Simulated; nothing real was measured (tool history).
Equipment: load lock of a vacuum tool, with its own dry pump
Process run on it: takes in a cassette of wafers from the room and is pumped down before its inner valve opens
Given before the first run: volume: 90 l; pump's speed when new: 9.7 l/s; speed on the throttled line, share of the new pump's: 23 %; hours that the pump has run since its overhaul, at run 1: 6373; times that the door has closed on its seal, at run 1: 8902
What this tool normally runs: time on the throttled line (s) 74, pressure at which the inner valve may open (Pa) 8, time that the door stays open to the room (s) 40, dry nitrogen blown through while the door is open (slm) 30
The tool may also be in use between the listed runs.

| run | hour | time on the throttled line (s) | pressure at which the inner valve may open (Pa) | time that the door stays open to the room (s) | dry nitrogen blown through while the door is open (slm) | hours that the pump has run since its overhaul | times that the door has closed on its seal | incoming humidity of the room's air, % | time from the closed door until the inner valve may open (s) | rise of the pressure with all valves shut (Pa/min) |
|---|---|---|---|---|---|---|---|---|---|---|
| 1 | 0 | 74 | 8 | 40 | 30 | 6373 | 8902 | 42.5 | 154.5 | 0.083 |
| 2 | 98.4 | 74 | 8 | 40 | 30 | 6471 | 9111 | 42.1 | 154.6 | 0.079 |
| 3 | 179.6 | 74 | 8 | 40 | 30 | 6552 | 9284 | 47.2 | 155.1 | 0.089 |
| 4 | 265.2 | 74 | 8 | 40 | 30 | 6638 | 9467 | 47 | 154.2 | 0.083 |
| 5 | 370.9 | 74 | 8 | 40 | 30 | 6743 | 9692 | 47.8 | 155 | 0.088 |
| 6 | 447.6 | 74 | 8 | 40 | 30 | 6820 | 9855 | 48.6 | 153.4 | 0.091 |
| 7 | 539.8 | 74 | 8 | 193 | 30 | 6912 | 10052 | 48.3 | 155.5 | 0.114 |
| 8 | 595 | 74 | 8 | 193 | 30 | 6968 | 10169 | 47.3 | 155.2 | 0.118 |
| 9 | 660.1 | 74 | 8 | 193 | 30 | 7033 | 10308 | 45.4 | 156.4 | 0.111 |
| 10 | 783.6 | 74 | 8 | 96 | 30 | 7156 | 10571 | 44.3 | 156.6 | 0.108 |
| 11 | 883.6 | 74 | 8 | 96 | 30 | 7256 | 10784 | 44.5 | 155.2 | 0.108 |
| 12 | 1015.7 | 74 | 8 | 40 | 30 | 7388 | 11065 | 44.7 | 154.4 | 0.096 |
| 13 | 1074.2 | 74 | 8 | 40 | 30 | 7447 | 11190 | 46 | 156.1 | 0.102 |
| 14 | 1211.1 | 74 | 8 | 40 | 30 | 7584 | 11481 | 44.1 | 156.8 | 0.101 |
| 15 | 1307.3 | 74 | 8 | 40 | 30 | 7680 | 11686 | 46.9 | 155.9 | 0.105 |
| 16 | 1436.7 | 74 | 12 | 40 | 30 | 7809 | 11962 | 46.4 | 153.4 | 0.111 |
| 17 | 1503.5 | 74 | 12 | 40 | 30 | 7876 | 12104 | 44.9 | 150.9 | 0.108 |
| 18 | 1561.5 | 74 | 8 | 40 | 5 | 7934 | 12228 | 44.2 | 156.2 | 0.115 |
| 19 | 1645.7 | 75 | 8 | 53 | 5 | 8018 | 12407 | 44.4 | 156.4 | 0.13 |
| 20 | 1769.2 | 75 | 8 | 53 | 5 | 8142 | 12670 | 46.5 | 157.3 | 0.13 |
| 21 | 1869.9 | 60 | 11 | 40 | 30 | 8242 | 12885 | 45.3 | 141.4 | 0.118 |
| 22 | 1940.2 | 66 | 11 | 32 | 23 | 8313 | 13034 | 49 | 147.6 | 0.12 |
| 23 | 2068.8 | 74 | 9 | 62 | 30 | 8441 | 13308 | 45.9 | 157.1 | 0.125 |
| 24 | 2186.8 | 74 | 15 | 62 | 14 | 8559 | 13559 | 43.3 | 150.6 | 0.137 |
| 25 | 2319.1 | 47 | 6 | 40 | 30 | 8692 | 13841 | 48.2 | 142.5 | 0.124 |
| 26 | 2416.8 | 47 | 12 | 168 | 35 | 8789 | 14049 | 45.5 | 134 | 0.149 |
| 27 | 2491.4 | 67 | 12 | 63 | 23 | 8864 | 14208 | 46.4 | 148.3 | 0.14 |
| 28 | 2628.1 | 67 | 12 | 63 | 23 | 9001 | 14499 | 48.5 | 149.7 | 0.142 |
| 29 | 2744.9 | 67 | 12 | 63 | 23 | 9117 | 14748 | 43.8 | 146.8 | 0.135 |
| 30 | 2854.6 | 74 | 6 | 40 | 30 | 9227 | 14982 | 45.3 | 163 | 0.141 |
| 31 | 2925.7 | 74 | 8 | 43 | 30 | 9298 | 15133 | 44.1 | 158.6 | 0.139 |
| 32 | 3020.1 | 74 | 8 | 43 | 30 | 9393 | 15334 | 45.8 | 158.5 | 0.148 |
| 33 | 3113.1 | 74 | 11 | 35 | 30 | 9486 | 15532 | 42.6 | 154.4 | 0.147 |
| 34 | 3237.5 | 74 | 11 | 35 | 30 | 9610 | 15797 | 44.8 | 154.2 | 0.141 |
| 35 | 3300.5 | 74 | 11 | 35 | 30 | 9673 | 15931 | 44.2 | 153.5 | 0.147 |
| 36 | 3437.1 | 74 | 6 | 40 | 23 | 9810 | 16222 | 47.2 | 162 | 0.157 |

A few steps of time from the closed door until the inner valve may open (s) between consecutive runs. Split each: what settings, incoming material and random variation would produce without the hidden state, and what is left over for the hidden state, along with gauge scatter present in only one of the two compared results (measured, and without hidden state):
The hidden state here: pump's speed, % of a new pump's; leak at the door's seal, Pa l/s; drift of the gauge itself on ready_s, %; drift of the gauge itself on rise_pa_min, %.
Run 20 -> 21: time on the throttled line (s) 75 -> 60, pressure at which the inner valve may open (Pa) 8 -> 11, time that the door stays open to the room (s) 53 -> 40, dry nitrogen blown through while the door is open (slm) 5 -> 30. time from the closed door until the inner valve may open (s) -15.9: hidden state +0.1, all else -16.
Run 24 -> 25: time on the throttled line (s) 74 -> 47, pressure at which the inner valve may open (Pa) 15 -> 6, time that the door stays open to the room (s) 62 -> 40, dry nitrogen blown through while the door is open (slm) 14 -> 30. time from the closed door until the inner valve may open (s) -8.1: hidden state +3.3, all else -11.4.
Run 26 -> 27: time on the throttled line (s) 47 -> 67, time that the door stays open to the room (s) 168 -> 63, dry nitrogen blown through while the door is open (slm) 35 -> 23. time from the closed door until the inner valve may open (s) +14.3: hidden state -1, all else +15.3.
Run 29 -> 30: time on the throttled line (s) 67 -> 74, pressure at which the inner valve may open (Pa) 12 -> 6, time that the door stays open to the room (s) 63 -> 40, dry nitrogen blown through while the door is open (slm) 23 -> 30. time from the closed door until the inner valve may open (s) +16.2: hidden state +1.6, all else +14.6.
Run 35 -> 36: pressure at which the inner valve may open (Pa) 11 -> 6, time that the door stays open to the room (s) 35 -> 40, dry nitrogen blown through while the door is open (slm) 30 -> 23. time from the closed door until the inner valve may open (s) +8.5: hidden state +2, all else +6.5.
